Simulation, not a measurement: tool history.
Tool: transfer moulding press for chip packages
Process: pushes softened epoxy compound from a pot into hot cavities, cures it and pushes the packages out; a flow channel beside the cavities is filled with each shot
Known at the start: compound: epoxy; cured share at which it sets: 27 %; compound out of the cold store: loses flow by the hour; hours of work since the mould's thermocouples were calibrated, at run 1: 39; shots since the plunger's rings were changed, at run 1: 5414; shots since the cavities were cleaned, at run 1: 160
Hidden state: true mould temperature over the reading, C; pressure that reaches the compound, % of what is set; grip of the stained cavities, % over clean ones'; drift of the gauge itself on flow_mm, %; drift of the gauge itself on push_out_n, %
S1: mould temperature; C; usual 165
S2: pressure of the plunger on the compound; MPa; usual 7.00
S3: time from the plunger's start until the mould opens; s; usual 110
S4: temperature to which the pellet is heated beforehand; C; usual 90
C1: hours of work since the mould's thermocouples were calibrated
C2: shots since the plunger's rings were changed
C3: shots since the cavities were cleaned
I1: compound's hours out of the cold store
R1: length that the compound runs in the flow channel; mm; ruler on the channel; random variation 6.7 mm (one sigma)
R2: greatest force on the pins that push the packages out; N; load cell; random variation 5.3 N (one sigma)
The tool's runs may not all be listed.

run,day,S1,S2,S3,S4,C1,C2,C3,I1,R1,R2
1,0.000,165,7.00,110,90,39,5414,160,9.7,773,275
# day 0.388: plunger's sealing rings changed
2,0.388,165,7.00,117,90,45,0,259,11.7,823,293
3,0.783,165,7.00,148,90,52,136,395,14.9,818,293
4,1.058,165,7.00,110,90,58,232,491,30.4,724,354
5,1.654,165,7.00,110,90,69,437,696,22.0,763,383
6,2.021,165,7.00,110,96,76,564,823,37.8,700,364
# day 2.483: cavities cleaned with cleaning compound and waxed
7,2.612,165,7.00,110,90,86,747,46,41.2,683,467
8,3.008,165,7.00,110,90,94,883,182,21.1,766,452
9,3.679,169,7.00,110,90,107,1115,414,36.0,701,411
10,4.112,169,7.00,110,90,115,1265,564,42.8,663,394
11,4.600,169,7.00,110,90,124,1432,731,28.2,725,390
12,5.038,165,7.00,110,90,132,1583,882,24.2,741,399
# day 5.221: cavities cleaned with cleaning compound and waxed, once more
13,5.671,165,7.00,99,90,143,1781,155,37.1,687,263
14,6.092,165,7.00,110,90,151,1926,300,41.2,665,300
15,6.446,165,7.00,110,90,158,2048,422,24.3,738,331
16,6.775,170,7.00,134,90,164,2162,536,45.8,643,307
17,7.175,165,7.00,110,88,172,2300,674,10.8,797,366
18,7.446,165,5.29,122,91,177,2394,768,18.6,657,359
# day 8.083: cavities cleaned with cleaning compound and waxed
19,8.154,162,5.27,110,97,190,2617,24,41.2,581,205
20,8.646,162,8.22,137,99,199,2787,194,16.4,839,247
21,8.967,161,5.54,115,95,205,2898,305,45.8,582,318
22,9.288,158,5.69,108,91,211,3008,415,42.8,598,415
23,9.608,171,7.00,110,90,217,3119,526,32.4,683,317
24,9.983,162,8.76,110,90,225,3249,656,24.2,804,387
25,10.462,162,8.76,110,90,234,3414,821,45.8,716,394
# day 10.933: cavities cleaned with cleaning compound and waxed
26,11.192,162,8.76,110,90,246,3644,89,32.6,777,232
27,11.488,158,6.45,123,90,252,3747,192,24.1,691,289
28,12.012,172,6.45,126,90,262,3927,372,42.3,601,284
29,12.429,164,7.00,110,87,270,4072,517,38.3,653,350

Forecast each of these 4 alternatives for the next run:
A,13.017,157,7.58,110,90,281,4274,719,36.2,?,?
B,13.017,164,7.04,110,87,281,4274,719,10.5,?,?
C,13.017,165,7.00,110,97,281,4274,719,8.3,?,?
D,13.017,164,7.00,110,92,281,4274,719,41.7,?,?

run,R1,R2
A,708,501
B,777,383
C,774,365
D,648,354
Without the tool's hidden state the same runs would have given:
run,R1,R2
A,768,245
B,842,185
C,839,173
D,702,169

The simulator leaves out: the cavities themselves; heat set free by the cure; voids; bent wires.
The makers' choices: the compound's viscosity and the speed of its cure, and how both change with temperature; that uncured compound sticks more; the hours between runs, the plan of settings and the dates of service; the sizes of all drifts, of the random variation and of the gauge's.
